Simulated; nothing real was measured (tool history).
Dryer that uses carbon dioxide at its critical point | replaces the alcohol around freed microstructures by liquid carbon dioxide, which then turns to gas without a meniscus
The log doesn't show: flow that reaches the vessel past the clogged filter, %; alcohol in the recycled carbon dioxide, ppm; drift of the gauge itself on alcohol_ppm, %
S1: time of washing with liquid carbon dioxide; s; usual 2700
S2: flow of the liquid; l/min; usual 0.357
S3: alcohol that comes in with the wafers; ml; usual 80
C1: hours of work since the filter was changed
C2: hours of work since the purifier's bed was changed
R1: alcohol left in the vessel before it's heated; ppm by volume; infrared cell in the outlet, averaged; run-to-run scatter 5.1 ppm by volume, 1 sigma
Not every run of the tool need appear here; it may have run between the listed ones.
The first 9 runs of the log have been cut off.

{"run": 10, "hour": 257.9, "S1": 2700, "S2": 0.357, "S3": 105, "C1": 51, "C2": 1277, "R1": 290}
{"run": 11, "hour": 292.7, "S1": 2700, "S2": 0.357, "S3": 105, "C1": 76, "C2": 1301, "R1": 286}
{"run": 12, "hour": 331.1, "S1": 2700, "S2": 0.357, "S3": 80, "C1": 103, "C2": 1328, "R1": 297}
{"hour": 357.2, "done": "purifier's bed changed"}
{"run": 13, "hour": 359.6, "S1": 2700, "S2": 0.357, "S3": 80, "C1": 120, "C2": 2, "R1": 94}
{"run": 14, "hour": 378.7, "S1": 2700, "S2": 0.357, "S3": 80, "C1": 134, "C2": 15, "R1": 101}
{"run": 15, "hour": 411.6, "S1": 2700, "S2": 0.357, "S3": 80, "C1": 157, "C2": 38, "R1": 106}
{"run": 16, "hour": 448.6, "S1": 2700, "S2": 0.36, "S3": 80, "C1": 183, "C2": 64, "R1": 109}
{"run": 17, "hour": 483.8, "S1": 2700, "S2": 0.36, "S3": 80, "C1": 207, "C2": 88, "R1": 121}
{"run": 18, "hour": 520.9, "S1": 2580, "S2": 0.36, "S3": 39, "C1": 233, "C2": 114, "R1": 90}
{"run": 19, "hour": 558.7, "S1": 2580, "S2": 0.603, "S3": 36, "C1": 260, "C2": 141, "R1": 27}
{"run": 20, "hour": 585.6, "S1": 1800, "S2": 0.351, "S3": 34, "C1": 278, "C2": 160, "R1": 401}
{"run": 21, "hour": 605.2, "S1": 1860, "S2": 0.26, "S3": 81, "C1": 292, "C2": 173, "R1": 2167}
{"hour": 643.9, "done": "inlet filter changed"}
{"run": 22, "hour": 645.6, "S1": 2280, "S2": 0.37, "S3": 80, "C1": 1, "C2": 201, "R1": 198}
{"run": 23, "hour": 674.3, "S1": 2460, "S2": 0.26, "S3": 112, "C1": 21, "C2": 221, "R1": 832}
{"run": 24, "hour": 708.1, "S1": 2460, "S2": 0.26, "S3": 112, "C1": 45, "C2": 245, "R1": 876}
{"run": 25, "hour": 749.9, "S1": 2940, "S2": 0.357, "S3": 80, "C1": 74, "C2": 274, "R1": 101}
{"run": 26, "hour": 788.8, "S1": 3360, "S2": 0.357, "S3": 80, "C1": 101, "C2": 301, "R1": 68}
{"run": 27, "hour": 825.2, "S1": 3180, "S2": 0.237, "S3": 42, "C1": 127, "C2": 327, "R1": 205}
{"run": 28, "hour": 867.5, "S1": 3180, "S2": 0.237, "S3": 42, "C1": 156, "C2": 356, "R1": 219}
{"run": 29, "hour": 893.4, "S1": 2040, "S2": 0.584, "S3": 42, "C1": 174, "C2": 374, "R1": 79}
{"run": 30, "hour": 920.4, "S1": 2040, "S2": 0.405, "S3": 43, "C1": 193, "C2": 393, "R1": 200}
{"run": 31, "hour": 952.8, "S1": 4260, "S2": 0.261, "S3": 83, "C1": 216, "C2": 416, "R1": 97}
{"run": 32, "hour": 986.3, "S1": 4260, "S2": 0.261, "S3": 83, "C1": 239, "C2": 439, "R1": 109}
{"run": 33, "hour": 1006.1, "S1": 4260, "S2": 0.261, "S3": 83, "C1": 253, "C2": 453, "R1": 110}
{"run": 34, "hour": 1039.1, "S1": 4260, "S2": 0.261, "S3": 83, "C1": 276, "C2": 476, "R1": 116}

Branching from run 34: 5 alternative next runs. What would each branch give?
{"run": "A", "hour": 1070.6, "S1": 2700, "S2": 0.357, "S3": 56, "C1": 298, "C2": 498, "R1": "?"}
{"run": "B", "hour": 1070.6, "S1": 4260, "S2": 0.574, "S3": 100, "C1": 298, "C2": 498, "R1": "?"}
{"run": "C", "hour": 1070.6, "S1": 3000, "S2": 0.357, "S3": 38, "C1": 298, "C2": 498, "R1": "?"}
{"run": "D", "hour": 1070.6, "S1": 3540, "S2": 0.357, "S3": 80, "C1": 298, "C2": 498, "R1": "?"}
{"run": "E", "hour": 1070.6, "S1": 1980, "S2": 0.357, "S3": 44, "C1": 298, "C2": 498, "R1": "?"}

run=A R1=159
run=B R1=83
run=C R1=112
run=D R1=96
run=E R1=385
What these runs would have given with no unlogged condition in the tool:
run=A R1=50
run=B R1=11
run=C R1=26
run=D R1=15
run=E R1=214

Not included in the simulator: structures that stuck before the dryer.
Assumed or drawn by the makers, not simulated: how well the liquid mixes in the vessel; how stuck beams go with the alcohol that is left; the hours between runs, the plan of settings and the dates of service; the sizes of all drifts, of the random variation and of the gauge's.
